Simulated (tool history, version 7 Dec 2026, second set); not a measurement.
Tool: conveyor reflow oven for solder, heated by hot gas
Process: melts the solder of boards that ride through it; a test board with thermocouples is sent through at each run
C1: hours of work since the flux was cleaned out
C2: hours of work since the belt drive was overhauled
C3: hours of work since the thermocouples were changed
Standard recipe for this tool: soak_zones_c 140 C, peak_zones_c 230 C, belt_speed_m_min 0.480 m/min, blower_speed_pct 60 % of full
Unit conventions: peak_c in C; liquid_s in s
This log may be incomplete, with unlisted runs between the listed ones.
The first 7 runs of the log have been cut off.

{"run": 8, "hour": 179.7, "soak_zones_c": 140, "peak_zones_c": 230, "belt_speed_m_min": 0.48, "blower_speed_pct": 60, "C1": 82, "C2": 163, "C3": 653, "peak_c": 215.9, "liquid_s": 56.1}
{"run": 9, "hour": 201.3, "soak_zones_c": 148, "peak_zones_c": 230, "belt_speed_m_min": 0.48, "blower_speed_pct": 60, "C1": 96, "C2": 176, "C3": 666, "peak_c": 217.4, "liquid_s": 60.1}
{"run": 10, "hour": 221.2, "soak_zones_c": 133, "peak_zones_c": 230, "belt_speed_m_min": 0.48, "blower_speed_pct": 60, "C1": 108, "C2": 189, "C3": 678, "peak_c": 214.7, "liquid_s": 52.7}
{"run": 11, "hour": 260.5, "soak_zones_c": 133, "peak_zones_c": 230, "belt_speed_m_min": 0.48, "blower_speed_pct": 60, "C1": 131, "C2": 212, "C3": 702, "peak_c": 215.2, "liquid_s": 52.1}
{"hour": 300.8, "done": "flux residue cleaned out of gas plates and filters"}
{"run": 12, "hour": 303.5, "soak_zones_c": 153, "peak_zones_c": 230, "belt_speed_m_min": 0.48, "blower_speed_pct": 60, "C1": 2, "C2": 235, "C3": 725, "peak_c": 219.0, "liquid_s": 64.0}
{"run": 13, "hour": 341.1, "soak_zones_c": 140, "peak_zones_c": 233, "belt_speed_m_min": 0.48, "blower_speed_pct": 60, "C1": 24, "C2": 258, "C3": 747, "peak_c": 219.5, "liquid_s": 58.9}
{"run": 14, "hour": 372.5, "soak_zones_c": 140, "peak_zones_c": 233, "belt_speed_m_min": 0.48, "blower_speed_pct": 60, "C1": 43, "C2": 277, "C3": 766, "peak_c": 218.9, "liquid_s": 58.7}
{"run": 15, "hour": 400.8, "soak_zones_c": 140, "peak_zones_c": 233, "belt_speed_m_min": 0.48, "blower_speed_pct": 60, "C1": 61, "C2": 294, "C3": 784, "peak_c": 219.7, "liquid_s": 58.8}
{"run": 16, "hour": 443.6, "soak_zones_c": 140, "peak_zones_c": 233, "belt_speed_m_min": 0.48, "blower_speed_pct": 60, "C1": 86, "C2": 320, "C3": 809, "peak_c": 219.8, "liquid_s": 58.6}
{"run": 17, "hour": 473.8, "soak_zones_c": 152, "peak_zones_c": 230, "belt_speed_m_min": 0.48, "blower_speed_pct": 60, "C1": 105, "C2": 338, "C3": 828, "peak_c": 219.2, "liquid_s": 63.0}
{"run": 18, "hour": 497.4, "soak_zones_c": 152, "peak_zones_c": 230, "belt_speed_m_min": 0.48, "blower_speed_pct": 60, "C1": 119, "C2": 353, "C3": 842, "peak_c": 219.1, "liquid_s": 63.2}
{"run": 19, "hour": 538.8, "soak_zones_c": 140, "peak_zones_c": 243, "belt_speed_m_min": 0.48, "blower_speed_pct": 60, "C1": 144, "C2": 378, "C3": 867, "peak_c": 228.0, "liquid_s": 64.4}
{"hour": 557.6, "done": "flux residue cleaned out of gas plates and filters"}
{"run": 20, "hour": 581.0, "soak_zones_c": 140, "peak_zones_c": 242, "belt_speed_m_min": 0.497, "blower_speed_pct": 60, "C1": 14, "C2": 400, "C3": 890, "peak_c": 226.5, "liquid_s": 61.0}
{"run": 21, "hour": 622.6, "soak_zones_c": 140, "peak_zones_c": 242, "belt_speed_m_min": 0.497, "blower_speed_pct": 60, "C1": 39, "C2": 425, "C3": 915, "peak_c": 226.5, "liquid_s": 61.0}
{"run": 22, "hour": 658.9, "soak_zones_c": 130, "peak_zones_c": 234, "belt_speed_m_min": 0.469, "blower_speed_pct": 77, "C1": 61, "C2": 447, "C3": 937, "peak_c": 225.5, "liquid_s": 62.0}
{"run": 23, "hour": 694.4, "soak_zones_c": 137, "peak_zones_c": 239, "belt_speed_m_min": 0.548, "blower_speed_pct": 60, "C1": 83, "C2": 469, "C3": 958, "peak_c": 219.7, "liquid_s": 50.3}
{"run": 24, "hour": 715.4, "soak_zones_c": 153, "peak_zones_c": 237, "belt_speed_m_min": 0.554, "blower_speed_pct": 73, "C1": 96, "C2": 482, "C3": 971, "peak_c": 225.5, "liquid_s": 59.0}
{"run": 25, "hour": 754.1, "soak_zones_c": 127, "peak_zones_c": 223, "belt_speed_m_min": 0.546, "blower_speed_pct": 56, "C1": 119, "C2": 505, "C3": 994, "peak_c": 202.4, "liquid_s": 32.4}
{"run": 26, "hour": 787.9, "soak_zones_c": 127, "peak_zones_c": 236, "belt_speed_m_min": 0.448, "blower_speed_pct": 51, "C1": 139, "C2": 526, "C3": 1015, "peak_c": 219.2, "liquid_s": 58.0}
{"hour": 814.2, "done": "flux residue cleaned out of gas plates and filters"}
{"run": 27, "hour": 818.9, "soak_zones_c": 127, "peak_zones_c": 236, "belt_speed_m_min": 0.448, "blower_speed_pct": 51, "C1": 3, "C2": 541, "C3": 1031, "peak_c": 219.3, "liquid_s": 58.4}
{"run": 28, "hour": 843.6, "soak_zones_c": 147, "peak_zones_c": 230, "belt_speed_m_min": 0.48, "blower_speed_pct": 60, "C1": 18, "C2": 556, "C3": 1046, "peak_c": 219.1, "liquid_s": 62.1}
{"run": 29, "hour": 875.0, "soak_zones_c": 147, "peak_zones_c": 244, "belt_speed_m_min": 0.48, "blower_speed_pct": 60, "C1": 37, "C2": 575, "C3": 1065, "peak_c": 231.3, "liquid_s": 68.6}
{"run": 30, "hour": 910.8, "soak_zones_c": 147, "peak_zones_c": 244, "belt_speed_m_min": 0.48, "blower_speed_pct": 60, "C1": 58, "C2": 597, "C3": 1086, "peak_c": 231.3, "liquid_s": 69.4}
{"run": 31, "hour": 936.0, "soak_zones_c": 147, "peak_zones_c": 244, "belt_speed_m_min": 0.48, "blower_speed_pct": 60, "C1": 74, "C2": 612, "C3": 1101, "peak_c": 231.5, "liquid_s": 69.6}

Here are 3 independent what-if runs from the current tool condition. What would each one return?
{"run": "A", "hour": 966.3, "soak_zones_c": 129, "peak_zones_c": 230, "belt_speed_m_min": 0.48, "blower_speed_pct": 60, "C1": 92, "C2": 631, "C3": 1120, "peak_c": "?", "liquid_s": "?"}
{"run": "B", "hour": 966.3, "soak_zones_c": 147, "peak_zones_c": 241, "belt_speed_m_min": 0.432, "blower_speed_pct": 60, "C1": 92, "C2": 631, "C3": 1120, "peak_c": "?", "liquid_s": "?"}
{"run": "C", "hour": 966.3, "soak_zones_c": 147, "peak_zones_c": 244, "belt_speed_m_min": 0.48, "blower_speed_pct": 58, "C1": 92, "C2": 631, "C3": 1120, "peak_c": "?", "liquid_s": "?"}

run=A peak_c=216.2 liquid_s=52.8
run=B peak_c=231.9 liquid_s=77.6
run=C peak_c=230.3 liquid_s=69.0
With no hidden state in the tool, these same runs would have given:
run=A peak_c=212.3 liquid_s=48.8
run=B peak_c=227.8 liquid_s=74.2
run=C peak_c=226.4 liquid_s=65.8

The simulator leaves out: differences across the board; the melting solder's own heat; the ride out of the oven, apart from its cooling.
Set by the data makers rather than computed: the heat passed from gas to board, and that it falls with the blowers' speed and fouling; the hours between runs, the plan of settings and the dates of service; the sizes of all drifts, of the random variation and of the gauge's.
